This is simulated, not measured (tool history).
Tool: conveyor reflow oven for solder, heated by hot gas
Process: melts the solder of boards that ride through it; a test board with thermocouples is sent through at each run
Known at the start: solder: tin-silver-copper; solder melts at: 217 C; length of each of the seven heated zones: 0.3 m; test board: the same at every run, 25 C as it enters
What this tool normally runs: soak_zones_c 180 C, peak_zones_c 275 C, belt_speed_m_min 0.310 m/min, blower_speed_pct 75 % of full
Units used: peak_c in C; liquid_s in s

run,hour,soak_zones_c,peak_zones_c,belt_speed_m_min,blower_speed_pct,peak_c,liquid_s
1,0.0,180,275,0.310,75,265.27,103.9
2,11.4,180,276,0.310,75,266.19,104.3
3,32.0,180,276,0.310,75,266.21,104.2
4,58.7,180,275,0.310,54,261.77,100.5
5,81.7,180,275,0.310,54,261.84,100.4
6,94.5,180,275,0.310,54,261.89,100.6
7,117.1,180,275,0.310,54,261.86,100.4
8,135.8,180,275,0.310,75,265.19,104.3
9,154.1,180,275,0.310,75,265.30,104.0
10,168.2,180,275,0.310,55,262.05,101.0
11,187.7,180,279,0.310,55,265.68,103.7
12,211.8,180,279,0.310,55,265.73,103.6
13,225.9,180,279,0.322,55,264.31,98.4
# hour 238.5: thermocouples of zones 6 and 7 changed
14,250.9,180,279,0.322,55,262.21,96.8
15,274.1,180,279,0.322,55,262.40,97.1
16,294.6,180,279,0.322,55,262.25,97.0
17,313.2,180,279,0.322,55,262.25,96.9
18,327.8,174,270,0.259,75,261.89,119.5
19,338.7,174,270,0.259,70,261.33,119.1
20,353.3,174,270,0.297,70,258.10,99.3
21,373.0,174,270,0.297,70,258.16,99.6
22,395.7,180,281,0.350,75,264.96,91.3
23,414.9,180,275,0.324,70,261.12,95.9
24,437.8,169,276,0.324,70,260.30,89.6
# hour 463.4: flux residue cleaned out of gas plates and filters
25,469.0,192,273,0.333,53,258.50,97.7
26,483.1,180,275,0.315,58,260.89,98.4
27,495.2,183,266,0.342,76,253.79,86.8
28,515.2,183,266,0.342,53,249.89,81.2
29,531.9,180,281,0.310,85,270.75,108.0
30,555.9,183,275,0.286,75,266.11,115.8

3 ways to go on from here, each from the tool as it stands after run 30. What would each give?
A,568.6,176,275,0.286,75,?,?
B,568.6,187,275,0.310,70,?,?
C,568.6,176,273,0.265,75,?,?

run,peak_c,liquid_s
A,265.45,111.4
B,264.22,107.1
C,265.32,120.9
Stripped of hidden state, with their random variation kept, the same runs would have yielded:
run,peak_c,liquid_s
A,265.48,110.3
B,264.24,106.0
C,265.35,119.7

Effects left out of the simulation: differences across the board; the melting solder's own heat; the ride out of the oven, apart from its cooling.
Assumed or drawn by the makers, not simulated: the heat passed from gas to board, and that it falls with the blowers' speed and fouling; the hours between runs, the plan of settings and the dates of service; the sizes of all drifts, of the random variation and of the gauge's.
